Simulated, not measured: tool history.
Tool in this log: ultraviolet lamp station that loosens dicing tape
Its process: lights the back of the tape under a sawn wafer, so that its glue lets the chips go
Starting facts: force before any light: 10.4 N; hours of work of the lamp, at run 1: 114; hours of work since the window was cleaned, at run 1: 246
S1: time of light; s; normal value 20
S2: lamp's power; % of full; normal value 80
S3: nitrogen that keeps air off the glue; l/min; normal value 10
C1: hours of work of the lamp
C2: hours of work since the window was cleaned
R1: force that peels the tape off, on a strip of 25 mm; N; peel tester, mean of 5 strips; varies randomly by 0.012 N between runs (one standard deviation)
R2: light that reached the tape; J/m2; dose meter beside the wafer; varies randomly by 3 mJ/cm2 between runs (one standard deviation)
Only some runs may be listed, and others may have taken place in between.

{"run": 1, "hour": 0.0, "S1": 20, "S2": 80, "S3": 10, "C1": 114, "C2": 246, "R1": 0.512, "R2": 4440}
{"run": 2, "hour": 15.6, "S1": 20, "S2": 71, "S3": 10, "C1": 123, "C2": 256, "R1": 0.659, "R2": 3940}
{"hour": 19.3, "done": "window cleaned of glue's vapour"}
{"run": 3, "hour": 37.7, "S1": 11, "S2": 80, "S3": 10, "C1": 136, "C2": 11, "R1": 1.71, "R2": 2420}
{"run": 4, "hour": 56.5, "S1": 20, "S2": 80, "S3": 10, "C1": 147, "C2": 22, "R1": 0.515, "R2": 4440}
{"run": 5, "hour": 66.1, "S1": 20, "S2": 80, "S3": 10, "C1": 153, "C2": 28, "R1": 0.53, "R2": 4460}
{"run": 6, "hour": 83.0, "S1": 20, "S2": 80, "S3": 10, "C1": 163, "C2": 38, "R1": 0.522, "R2": 4440}
{"run": 7, "hour": 101.8, "S1": 20, "S2": 80, "S3": 10, "C1": 174, "C2": 49, "R1": 0.542, "R2": 4410}
{"run": 8, "hour": 118.1, "S1": 20, "S2": 80, "S3": 10, "C1": 184, "C2": 59, "R1": 0.503, "R2": 4460}
{"run": 9, "hour": 129.0, "S1": 20, "S2": 80, "S3": 10, "C1": 190, "C2": 65, "R1": 0.519, "R2": 4450}
{"run": 10, "hour": 148.2, "S1": 19, "S2": 80, "S3": 10, "C1": 202, "C2": 77, "R1": 0.574, "R2": 4230}
{"run": 11, "hour": 167.2, "S1": 19, "S2": 80, "S3": 10, "C1": 213, "C2": 88, "R1": 0.595, "R2": 4160}
{"run": 12, "hour": 177.0, "S1": 19, "S2": 80, "S3": 9, "C1": 219, "C2": 94, "R1": 0.637, "R2": 4230}
{"run": 13, "hour": 192.3, "S1": 19, "S2": 80, "S3": 6, "C1": 228, "C2": 103, "R1": 0.866, "R2": 4260}
{"run": 14, "hour": 212.0, "S1": 20, "S2": 80, "S3": 12, "C1": 240, "C2": 115, "R1": 0.439, "R2": 4490}
{"run": 15, "hour": 224.1, "S1": 20, "S2": 80, "S3": 12, "C1": 247, "C2": 122, "R1": 0.448, "R2": 4470}
{"run": 16, "hour": 234.7, "S1": 20, "S2": 80, "S3": 12, "C1": 253, "C2": 128, "R1": 0.459, "R2": 4440}
{"run": 17, "hour": 257.6, "S1": 20, "S2": 80, "S3": 12, "C1": 267, "C2": 142, "R1": 0.451, "R2": 4480}
{"run": 18, "hour": 280.6, "S1": 20, "S2": 93, "S3": 12, "C1": 280, "C2": 156, "R1": 0.364, "R2": 5180}
{"run": 19, "hour": 301.7, "S1": 20, "S2": 93, "S3": 12, "C1": 293, "C2": 168, "R1": 0.359, "R2": 5130}
{"run": 20, "hour": 315.5, "S1": 20, "S2": 93, "S3": 12, "C1": 301, "C2": 176, "R1": 0.354, "R2": 5150}
{"run": 21, "hour": 335.3, "S1": 14, "S2": 61, "S3": 10, "C1": 313, "C2": 188, "R1": 1.783, "R2": 2380}
{"run": 22, "hour": 351.2, "S1": 40, "S2": 68, "S3": 19, "C1": 322, "C2": 198, "R1": 0.253, "R2": 7570}
{"run": 23, "hour": 369.2, "S1": 18, "S2": 68, "S3": 15, "C1": 333, "C2": 208, "R1": 0.691, "R2": 3410}
{"run": 24, "hour": 389.5, "S1": 20, "S2": 80, "S3": 17, "C1": 345, "C2": 221, "R1": 0.381, "R2": 4400}
{"run": 25, "hour": 402.7, "S1": 31, "S2": 73, "S3": 6, "C1": 353, "C2": 228, "R1": 0.383, "R2": 6350}
{"run": 26, "hour": 421.0, "S1": 20, "S2": 88, "S3": 10, "C1": 364, "C2": 239, "R1": 0.435, "R2": 4880}
{"run": 27, "hour": 442.5, "S1": 20, "S2": 99, "S3": 10, "C1": 377, "C2": 252, "R1": 0.349, "R2": 5500}
{"hour": 453.0, "done": "window cleaned of glue's vapour"}
{"run": 28, "hour": 453.0, "S1": 32, "S2": 68, "S3": 19, "C1": 383, "C2": 0, "R1": 0.263, "R2": 6090}
{"run": 29, "hour": 466.2, "S1": 32, "S2": 78, "S3": 6, "C1": 391, "C2": 8, "R1": 0.33, "R2": 6940}
{"run": 30, "hour": 482.1, "S1": 25, "S2": 94, "S3": 3, "C1": 400, "C2": 17, "R1": 0.62, "R2": 6480}
{"run": 31, "hour": 502.9, "S1": 25, "S2": 94, "S3": 3, "C1": 412, "C2": 30, "R1": 0.639, "R2": 6520}
{"run": 32, "hour": 519.3, "S1": 25, "S2": 94, "S3": 3, "C1": 422, "C2": 39, "R1": 0.613, "R2": 6490}
{"run": 33, "hour": 532.4, "S1": 25, "S2": 94, "S3": 3, "C1": 430, "C2": 47, "R1": 0.639, "R2": 6460}
{"run": 34, "hour": 555.0, "S1": 18, "S2": 80, "S3": 14, "C1": 444, "C2": 61, "R1": 0.518, "R2": 3960}
{"run": 35, "hour": 564.9, "S1": 18, "S2": 80, "S3": 14, "C1": 449, "C2": 67, "R1": 0.525, "R2": 4020}
{"run": 36, "hour": 576.4, "S1": 20, "S2": 80, "S3": 4, "C1": 456, "C2": 73, "R1": 1.064, "R2": 4380}
{"run": 37, "hour": 599.6, "S1": 20, "S2": 80, "S3": 10, "C1": 470, "C2": 87, "R1": 0.528, "R2": 4500}

What if the next run were any one of these 4? Each begins from the tool's condition after run 37:
{"run": "A", "hour": 616.4, "S1": 20, "S2": 86, "S3": 3, "C1": 480, "C2": 97, "R1": "?", "R2": "?"}
{"run": "B", "hour": 616.4, "S1": 20, "S2": 80, "S3": 9, "C1": 480, "C2": 97, "R1": "?", "R2": "?"}
{"run": "C", "hour": 616.4, "S1": 15, "S2": 71, "S3": 10, "C1": 480, "C2": 97, "R1": "?", "R2": "?"}
{"run": "D", "hour": 616.4, "S1": 31, "S2": 82, "S3": 10, "C1": 480, "C2": 97, "R1": "?", "R2": "?"}

run=A R1=1.127 R2=4830
run=B R1=0.553 R2=4500
run=C R1=1.173 R2=2960
run=D R1=0.253 R2=7090
With the hidden condition removed and each run's random variation left untouched, the same runs would have given:
run=A R1=1.124 R2=4830
run=B R1=0.551 R2=4510
run=C R1=1.171 R2=2960
run=D R1=0.253 R2=7090
